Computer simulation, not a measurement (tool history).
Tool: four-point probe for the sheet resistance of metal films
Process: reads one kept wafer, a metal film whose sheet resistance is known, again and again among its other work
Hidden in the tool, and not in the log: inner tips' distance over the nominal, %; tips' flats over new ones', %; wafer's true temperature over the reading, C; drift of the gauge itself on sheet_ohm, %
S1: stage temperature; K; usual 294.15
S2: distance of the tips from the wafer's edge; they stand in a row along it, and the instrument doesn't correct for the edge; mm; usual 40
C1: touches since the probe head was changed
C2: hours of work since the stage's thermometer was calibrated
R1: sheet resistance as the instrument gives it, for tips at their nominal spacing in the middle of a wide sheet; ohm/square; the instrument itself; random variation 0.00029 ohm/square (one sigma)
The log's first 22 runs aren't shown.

run    hour      S1  S2     C1   C2        R1
 23   667.8  294.15  17  18861   56  1.458323
 24   687.5  294.15  18  20130   72  1.457540
 25   711.9  305.15  17  21697   91  1.461388
 26   734.3  306.15  54  23134  108  1.460863
 27   758.3  301.15  31  24673  127  1.459145
 28   786.5  294.15  41  26486  149  1.455478
 29   806.2  294.15  41  27750  165  1.456160
 30   833.4  299.15  18  29501  186  1.457997
 31   859.8  292.15  19  31194  207  1.454974
 32   878.1  293.15   6  32371  221  1.460012
 33   906.3  305.15  24  34179  243  1.459716
 34   924.2  303.15   7  35332  258  1.462269
 35   959.0  291.15  20  37566  285  1.454107
 36   991.7  298.15  72  39667  311  1.456136
 37  1023.2  298.15   8  41692  335  1.459230

Forecast each of these 4 alternatives for the next run:
  A  1059.4  295.15  60  44016  364   ?
  B  1059.4  297.15  12  44016  364   ?
  C  1059.4  306.15  40  44016  364   ?
  D  1059.4  305.15  66  44016  364   ?

run        R1
  A  1.454246
  B  1.457012
  C  1.458592
  D  1.458736
Without the tool's hidden state the same runs would have given:
run        R1
  A  1.464461
  B  1.467250
  C  1.468862
  D  1.469004
